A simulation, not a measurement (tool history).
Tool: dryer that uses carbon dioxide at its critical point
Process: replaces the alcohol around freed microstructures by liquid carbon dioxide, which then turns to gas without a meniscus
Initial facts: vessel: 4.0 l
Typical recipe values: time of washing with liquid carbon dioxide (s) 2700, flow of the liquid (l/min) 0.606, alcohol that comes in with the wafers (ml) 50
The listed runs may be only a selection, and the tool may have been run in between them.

| run | day | time of washing with liquid carbon dioxide (s) | flow of the liquid (l/min) | alcohol that comes in with the wafers (ml) | alcohol left in the vessel before it's heated (ppm by volume) |
|---|---|---|---|---|---|
| 1 | 0.000 | 2700 | 0.606 | 50 | 124 |
| 2 | 1.154 | 2700 | 0.534 | 50 | 152 |
| 3 | 2.467 | 2700 | 0.534 | 50 | 160 |
| 4 | 3.417 | 2700 | 0.606 | 50 | 130 |
| 5 | 4.454 | 2700 | 0.606 | 50 | 129 |
| 6 | 5.679 | 2700 | 0.606 | 50 | 141 |
| 7 | 6.371 | 2700 | 0.606 | 50 | 150 |
| 8 | 6.942 | 2700 | 0.606 | 50 | 138 |
| 9 | 7.904 | 2700 | 0.606 | 50 | 140 |
| 10 | 8.675 | 3660 | 0.579 | 22 | 106 |
| 11 | 9.546 | 4320 | 0.725 | 20 | 103 |
| 12 | 10.312 | 2700 | 0.625 | 56 | 153 |
| 13 | 11.017 | 2700 | 0.956 | 23 | 114 |
| 14 | 12.067 | 2700 | 0.619 | 76 | 195 |
| 15 | 12.733 | 2700 | 0.562 | 22 | 156 |
| 16 | 13.596 | 2700 | 0.365 | 24 | 359 |

The logged runs with the hidden state left out (each run's random variation unchanged):
Hidden conditions of the tool in this case: flow that reaches the vessel past the clogged filter, %; alcohol in the recycled carbon dioxide, ppm; drift of the gauge itself on alcohol_ppm, %.
| run | alcohol left in the vessel before it's heated (ppm by volume) |
|---|---|
| 1 | 38 |
| 2 | 57 |
| 3 | 59 |
| 4 | 32 |
| 5 | 29 |
| 6 | 36 |
| 7 | 39 |
| 8 | 29 |
| 9 | 26 |
| 10 | 5 |
| 11 | 3 |
| 12 | 30 |
| 13 | 7 |
| 14 | 53 |
| 15 | 28 |
| 16 | 170 |
